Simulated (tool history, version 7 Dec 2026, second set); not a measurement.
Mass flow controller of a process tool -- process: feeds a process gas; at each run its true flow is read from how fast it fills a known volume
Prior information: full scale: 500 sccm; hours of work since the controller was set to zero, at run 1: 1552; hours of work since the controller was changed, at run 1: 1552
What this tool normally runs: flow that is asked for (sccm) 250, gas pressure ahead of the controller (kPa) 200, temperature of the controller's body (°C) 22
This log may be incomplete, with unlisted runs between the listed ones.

run      day  flow that is asked for (sccm)  gas pressure ahead of the controller (kPa)  temperature of the controller's body (°C)  hours of work since the controller was set to zero  hours of work since the controller was changed  true flow (%)
  1    0.000                            250                                         200                                         22                                                1552                                            1552          99.34
  2    2.354                            250                                         200                                         22                                                1581                                            1581          99.39
  3    5.483                            250                                         200                                         22                                                1619                                            1619          99.41
  4    8.775                            250                                         200                                         22                                                1659                                            1659          99.19
  5   11.675                            250                                         200                                         27                                                1695                                            1695          98.88
  6   15.792                            250                                         200                                         27                                                1745                                            1745          98.85
  7   20.121                            250                                         200                                         27                                                1798                                            1798          98.75
  8   23.071                            250                                         200                                         27                                                1834                                            1834          98.96
  9   26.175                            250                                         200                                         22                                                1872                                            1872          99.14
 10   29.088                            250                                         200                                         22                                                1907                                            1907          99.30
 11   31.996                             66                                         200                                         22                                                1943                                            1943          98.48
 12   35.704                             66                                         200                                         22                                                1988                                            1988          98.72
 13   39.771                             66                                         200                                         22                                                2038                                            2038          98.47
 14   43.950                            250                                         200                                         22                                                2089                                            2089          99.06
 15   45.800                            250                                         200                                         22                                                2111                                            2111          99.02
 16   48.629                            250                                         200                                         22                                                2146                                            2146          99.01
 17   51.642                            250                                         192                                         22                                                2183                                            2183          98.97
 18   54.925                            250                                         192                                         22                                                2223                                            2223          99.05
 19   59.117                            250                                         192                                         22                                                2274                                            2274          98.97
 20   62.696                            250                                         192                                         22                                                2318                                            2318          99.07
 21   67.046                            250                                         192                                         31                                                2371                                            2371          98.21
 22   69.083                            250                                         192                                         31                                                2395                                            2395          98.25
 23   71.862                            250                                         192                                         31                                                2429                                            2429          98.33
 24   73.988                            250                                         243                                         22                                                2455                                            2455          98.67
 25   78.033                            250                                         243                                         22                                                2505                                            2505          98.72
 26   81.262                             64                                         241                                         22                                                2544                                            2544          98.03
 27   85.483                            171                                         216                                         24                                                2596                                            2596          98.37
 28   89.804                            175                                         229                                         24                                                2648                                            2648          98.27
 29   93.983                            146                                         169                                         40                                                2699                                            2699          97.15
 30   96.812                            361                                         269                                         20                                                2734                                            2734          98.90
 31  100.967                            103                                         200                                         22                                                2785                                            2785          98.19
 32  104.792                            103                                         200                                         40                                                2831                                            2831          96.88
     106.879  -- gauge calibrated
 33  107.362                            128                                         259                                         37                                                2863                                            2863          97.69
 34  111.154                            128                                         259                                         37                                                2909                                            2909          97.84
 35  113.133                            150                                         184                                         37                                                2933                                            2933          97.93
 36  115.867                            150                                         184                                         37                                                2966                                            2966          97.96
 37  118.033                            414                                         200                                         22                                                2993                                            2993          99.79
 38  121.283                            414                                         200                                         22                                                3032                                            3032          99.76
 39  123.683                            414                                         200                                         22                                                3062                                            3062          99.72
 40  125.825                            422                                         195                                         22                                                3088                                            3088          99.77
 41  128.608                            265                                         195                                         22                                                3122                                            3122          99.40
 42  132.475                            119                                         254                                         22                                                3169                                            3169          98.60
 43  135.900                            123                                         200                                         38                                                3211                                            3211          97.61
 44  139.725                            123                                         200                                         38                                                3258                                            3258          97.71
 45  141.779                            382                                         201                                         38                                                3283                                            3283          98.51
 46  146.017                            470                                         201                                         39                                                3334                                            3334          98.53
 47  148.558                            213                                         181                                         31                                                3365                                            3365          98.40

Each row is a separate what-if for the run after 47, all from the same tool condition, not one after another. Results?
  A  152.679                             98                                         231                                         31                                                3416                                            3416              ?
  B  152.679                             69                                         181                                         24                                                3416                                            3416              ?
  C  152.679                            213                                         181                                         39                                                3416                                            3416              ?
  D  152.679                            100                                         181                                         31                                                3416                                            3416              ?
  E  152.679                            193                                         181                                         33                                                3416                                            3416              ?

run  true flow (%)
  A          97.90
  B          98.33
  C          97.76
  D          98.03
  E          98.17
With no hidden state in the tool, these same runs would have given:
run  true flow (%)
  A          98.22
  B          98.65
  C          98.08
  D          98.35
  E          98.50
